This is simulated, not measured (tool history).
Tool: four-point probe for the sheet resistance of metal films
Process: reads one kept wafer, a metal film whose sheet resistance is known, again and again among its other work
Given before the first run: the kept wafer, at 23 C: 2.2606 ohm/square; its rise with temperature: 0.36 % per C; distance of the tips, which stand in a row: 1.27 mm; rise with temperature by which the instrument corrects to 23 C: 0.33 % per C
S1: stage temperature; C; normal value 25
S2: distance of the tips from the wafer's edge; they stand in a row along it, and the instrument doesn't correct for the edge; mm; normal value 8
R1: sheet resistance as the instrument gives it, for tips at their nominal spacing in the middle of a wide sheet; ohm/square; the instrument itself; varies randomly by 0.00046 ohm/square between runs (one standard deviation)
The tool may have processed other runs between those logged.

| run | hour | S1 | S2 | R1 |
|---|---|---|---|---|
| 1 | 0.0 | 25 | 8 | 2.293504 |
| 2 | 13.3 | 25 | 4 | 2.379043 |
| 3 | 36.3 | 25 | 4 | 2.378643 |
| 4 | 60.6 | 25 | 7 | 2.302918 |
| 5 | 83.1 | 25 | 7 | 2.301832 |
| 6 | 97.8 | 25 | 7 | 2.302586 |
| 7 | 122.1 | 25 | 7 | 2.301877 |
| 8 | 152.0 | 25 | 7 | 2.301678 |
| 9 | 180.4 | 25 | 8 | 2.292616 |
| 10 | 201.5 | 25 | 8 | 2.292062 |
| 11 | 214.0 | 25 | 54 | 2.263835 |
| 12 | 234.9 | 25 | 54 | 2.263177 |
| 13 | 263.7 | 25 | 54 | 2.263015 |
| 14 | 285.9 | 25 | 8 | 2.293691 |
| 15 | 315.5 | 25 | 8 | 2.293796 |
| 16 | 338.7 | 20 | 8 | 2.288180 |
| 17 | 357.3 | 21 | 26 | 2.261900 |
| 18 | 384.4 | 31 | 29 | 2.270788 |
| 19 | 405.8 | 23 | 6 | 2.314588 |
| 20 | 422.2 | 28 | 8 | 2.295055 |
| 21 | 444.0 | 22 | 33 | 2.261585 |
| 22 | 471.0 | 22 | 33 | 2.261892 |
| 23 | 487.1 | 22 | 33 | 2.261295 |
| 24 | 514.0 | 22 | 33 | 2.261778 |
| 25 | 537.1 | 25 | 3 | 2.460396 |
| 26 | 555.8 | 29 | 3 | 2.462944 |
| 27 | 583.9 | 29 | 3 | 2.463199 |
| 28 | 602.7 | 29 | 3 | 2.463770 |
| 29 | 627.4 | 28 | 4 | 2.381355 |
|  | 649.2 | new probe head fitted |
| 30 | 657.2 | 28 | 4 | 2.380097 |
| 31 | 687.0 | 33 | 50 | 2.269559 |
| 32 | 701.3 | 27 | 6 | 2.316675 |

Branching from run 32: 5 alternative next runs. What would each branch give?
| A | 731.0 | 34 | 67 | ? |
| B | 731.0 | 26 | 21 | ? |
| C | 731.0 | 30 | 51 | ? |
| D | 731.0 | 18 | 27 | ? |
| E | 731.0 | 30 | 24 | ? |

| run | R1 |
|---|---|
| A | 2.270113 |
| B | 2.267419 |
| C | 2.267096 |
| D | 2.258571 |
| E | 2.269447 |
Stripped of hidden state, with their random variation kept, the same runs would have yielded:
| run | R1 |
|---|---|
| A | 2.270276 |
| B | 2.267583 |
| C | 2.267259 |
| D | 2.258735 |
| E | 2.269610 |

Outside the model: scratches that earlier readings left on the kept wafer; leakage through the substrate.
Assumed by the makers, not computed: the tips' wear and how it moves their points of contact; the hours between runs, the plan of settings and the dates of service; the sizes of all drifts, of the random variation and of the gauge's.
